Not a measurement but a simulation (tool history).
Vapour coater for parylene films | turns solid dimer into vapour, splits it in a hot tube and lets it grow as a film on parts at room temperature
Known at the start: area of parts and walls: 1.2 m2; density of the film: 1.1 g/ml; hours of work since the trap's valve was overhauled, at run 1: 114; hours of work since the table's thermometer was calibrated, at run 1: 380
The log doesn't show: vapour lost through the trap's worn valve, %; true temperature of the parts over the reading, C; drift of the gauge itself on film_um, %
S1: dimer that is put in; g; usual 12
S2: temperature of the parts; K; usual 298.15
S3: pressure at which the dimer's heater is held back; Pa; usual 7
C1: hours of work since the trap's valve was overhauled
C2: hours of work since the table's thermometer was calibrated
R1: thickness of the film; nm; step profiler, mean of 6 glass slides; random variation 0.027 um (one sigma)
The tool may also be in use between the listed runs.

| run | hour | S1 | S2 | S3 | C1 | C2 | R1 |
|---|---|---|---|---|---|---|---|
| 1 | 0 | 12 | 298.15 | 7 | 114 | 380 | 4600 |
| 2 | 9 | 12 | 298.15 | 7 | 120 | 386 | 4580 |
| 3 | 25.4 | 12 | 298.15 | 7 | 132 | 398 | 4580 |
| 4 | 37.7 | 12 | 298.15 | 7 | 141 | 407 | 4500 |
| 5 | 57 | 12 | 298.15 | 7 | 155 | 421 | 4540 |
| 6 | 68.8 | 12 | 298.15 | 7 | 164 | 430 | 4500 |
| 7 | 81.8 | 12 | 298.15 | 7 | 173 | 439 | 4520 |
| 8 | 97.4 | 12 | 298.15 | 2.19 | 184 | 450 | 5960 |
| 9 | 116.1 | 12 | 298.15 | 2.19 | 198 | 464 | 5860 |
| 10 | 130.7 | 12 | 298.15 | 2.19 | 208 | 474 | 5910 |
| 11 | 152 | 12 | 298.15 | 2.19 | 224 | 490 | 5820 |
| 12 | 162.3 | 12 | 298.15 | 2.19 | 231 | 497 | 5810 |
| 13 | 174.4 | 12 | 298.15 | 2.19 | 240 | 506 | 5830 |
| 14 | 185 | 12 | 298.15 | 9.76 | 247 | 513 | 4140 |
| 15 | 202.8 | 12 | 298.15 | 9.76 | 260 | 526 | 4080 |
| 16 | 215.4 | 12 | 298.15 | 9.76 | 269 | 535 | 4060 |
| 17 | 233.2 | 12 | 298.15 | 9.76 | 282 | 548 | 4070 |
| 18 | 247.5 | 12 | 298.15 | 7 | 292 | 558 | 4430 |
| 19 | 267.2 | 7 | 298.15 | 2.02 | 307 | 573 | 3420 |
| 20 | 284.3 | 7 | 298.15 | 2.02 | 319 | 585 | 3380 |
| 21 | 301.1 | 7 | 298.15 | 4.01 | 331 | 597 | 2900 |
| 22 | 319.4 | 7 | 300.15 | 7.31 | 344 | 610 | 2440 |
| 23 | 340.4 | 12 | 308.15 | 6.02 | 359 | 625 | 3660 |
| 24 | 354.3 | 12 | 308.15 | 6.02 | 369 | 635 | 3650 |
|  | 356.8 | table's thermometer calibrated |
| 25 | 369.7 | 7 | 305.15 | 7 | 380 | 9 | 2220 |
|  | 377.9 | trap's valve overhauled |
| 26 | 395.3 | 7 | 305.15 | 7 | 13 | 25 | 2340 |
| 27 | 408.8 | 8 | 293.15 | 7 | 22 | 35 | 3440 |
| 28 | 418.6 | 21 | 296.15 | 7 | 29 | 42 | 8590 |
| 29 | 440.1 | 21 | 296.15 | 5.92 | 45 | 57 | 8830 |
|  | 450.6 | table's thermometer calibrated, once more |
| 30 | 461.9 | 21 | 296.15 | 5.92 | 60 | 8 | 8860 |
| 31 | 472.3 | 8 | 298.15 | 6.35 | 67 | 16 | 3160 |
| 32 | 492.2 | 12 | 291.15 | 7 | 82 | 30 | 5370 |
| 33 | 508.4 | 12 | 299.15 | 3.6 | 93 | 42 | 5290 |
| 34 | 517.9 | 13 | 300.15 | 8.63 | 100 | 49 | 4550 |
| 35 | 537.4 | 13 | 300.15 | 8.78 | 114 | 63 | 4550 |
| 36 | 546.7 | 6 | 298.15 | 3.55 | 121 | 69 | 2670 |

5 ways to go on from here, each from the tool as it stands after run 36. What would each give?
| A | 566.9 | 6 | 307.15 | 5.29 | 136 | 84 | ? |
| B | 566.9 | 8 | 304.15 | 7 | 136 | 84 | ? |
| C | 566.9 | 5 | 303.15 | 3.85 | 136 | 84 | ? |
| D | 566.9 | 6 | 298.15 | 4.61 | 136 | 84 | ? |
| E | 566.9 | 9 | 292.15 | 6.02 | 136 | 84 | ? |

| run | R1 |
|---|---|
| A | 2040 |
| B | 2730 |
| C | 1970 |
| D | 2520 |
| E | 4030 |
Without the tool's hidden state the same runs would have given:
| run | R1 |
|---|---|
| A | 2090 |
| B | 2810 |
| C | 2030 |
| D | 2590 |
| E | 4140 |
